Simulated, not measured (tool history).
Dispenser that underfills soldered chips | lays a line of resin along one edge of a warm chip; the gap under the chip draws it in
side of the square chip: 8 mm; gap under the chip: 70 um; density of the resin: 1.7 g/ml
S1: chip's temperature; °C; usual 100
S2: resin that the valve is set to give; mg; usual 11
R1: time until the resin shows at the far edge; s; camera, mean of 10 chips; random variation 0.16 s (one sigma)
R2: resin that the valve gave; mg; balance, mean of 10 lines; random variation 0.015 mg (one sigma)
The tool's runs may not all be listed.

run 1 hour=0 | S1=100 S2=11 | R1=11.2 R2=10.83
run 2 hour=2.5 | S1=100 S2=11 | R1=12.4 R2=10.77
-- hour=5 dispensing valve cleaned and set on the balance
run 3 hour=5.6 | S1=100 S2=11 | R1=12.8 R2=10.98
-- hour=6.5 new syringe of resin
run 4 hour=10.3 | S1=100 S2=11 | R1=11.8 R2=10.97
-- hour=13.8 new syringe of resin
run 5 hour=15 | S1=100 S2=11 | R1=11 R2=10.98
run 6 hour=18.7 | S1=94 S2=11 | R1=15.3 R2=10.97
-- hour=20.8 new syringe of resin
run 7 hour=21.7 | S1=94 S2=11 | R1=13.4 R2=10.91
run 8 hour=23.7 | S1=94 S2=11 | R1=14.4 R2=10.92
run 9 hour=27.1 | S1=94 S2=10.3 | R1=16.6 R2=10.22
-- hour=27.9 new syringe of resin
run 10 hour=31.5 | S1=100 S2=12.3 | R1=11.8 R2=12.17
run 11 hour=33.6 | S1=100 S2=12.3 | R1=12.6 R2=12.21
-- hour=35.1 new syringe of resin
run 12 hour=36.3 | S1=100 S2=12.3 | R1=10.4 R2=12.18
run 13 hour=38.9 | S1=100 S2=12.3 | R1=11.3 R2=12.17
run 14 hour=41.7 | S1=100 S2=12.3 | R1=12.7 R2=12.17
-- hour=42.2 new syringe of resin
run 15 hour=46.6 | S1=109 S2=11 | R1=8.7 R2=10.88
-- hour=49.3 new syringe of resin
run 16 hour=51.8 | S1=109 S2=11 | R1=8.2 R2=10.85
run 17 hour=54.6 | S1=113 S2=11 | R1=8.1 R2=10.85
-- hour=56.3 new syringe of resin
run 18 hour=58.3 | S1=111 S2=12 | R1=7.8 R2=11.81
run 19 hour=60.8 | S1=92 S2=12.8 | R1=16.4 R2=12.61
-- hour=63.5 new syringe of resin
run 20 hour=64.3 | S1=93 S2=12.6 | R1=13.8 R2=12.38
run 21 hour=68.2 | S1=93 S2=12.6 | R1=15.7 R2=12.39
-- hour=70.5 new syringe of resin
run 22 hour=71.5 | S1=93 S2=12.6 | R1=14.1 R2=12.37
run 23 hour=74.2 | S1=93 S2=12.6 | R1=15.2 R2=12.38
-- hour=77.6 new syringe of resin
-- hour=78.6 dispensing valve cleaned and set on the balance
run 24 hour=80.2 | S1=94 S2=10.5 | R1=13.9 R2=10.46
run 25 hour=83.3 | S1=85 S2=11 | R1=21.6 R2=10.96
-- hour=85.7 new syringe of resin
run 26 hour=87.7 | S1=97 S2=14.1 | R1=12.4 R2=14.03
run 27 hour=91 | S1=86 S2=13 | R1=20.7 R2=12.93
-- hour=92.9 new syringe of resin
run 28 hour=93.9 | S1=86 S2=13 | R1=18.2 R2=12.93
run 29 hour=97.8 | S1=86 S2=13 | R1=20.5 R2=12.9

4 ways to go on from here, each from the tool as it stands after run 29. What would each give?
-- hour=99.9 new syringe of resin
run A hour=100.1 | S1=88 S2=11.7 | R1=? R2=?
-- hour=99.9 new syringe of resin
run B hour=100.1 | S1=98 S2=13 | R1=? R2=?
-- hour=99.9 new syringe of resin
run C hour=100.1 | S1=98 S2=11.2 | R1=? R2=?
-- hour=99.9 new syringe of resin
run D hour=100.1 | S1=104 S2=14.1 | R1=? R2=?

run=A R1=16.3 R2=11.61
run=B R1=11 R2=12.91
run=C R1=11.1 R2=11.12
run=D R1=8.7 R2=14.02
Without the tool's hidden state the same runs would have given:
run=A R1=16.8 R2=11.7
run=B R1=11.3 R2=13.01
run=C R1=11.4 R2=11.21
run=D R1=9 R2=14.12

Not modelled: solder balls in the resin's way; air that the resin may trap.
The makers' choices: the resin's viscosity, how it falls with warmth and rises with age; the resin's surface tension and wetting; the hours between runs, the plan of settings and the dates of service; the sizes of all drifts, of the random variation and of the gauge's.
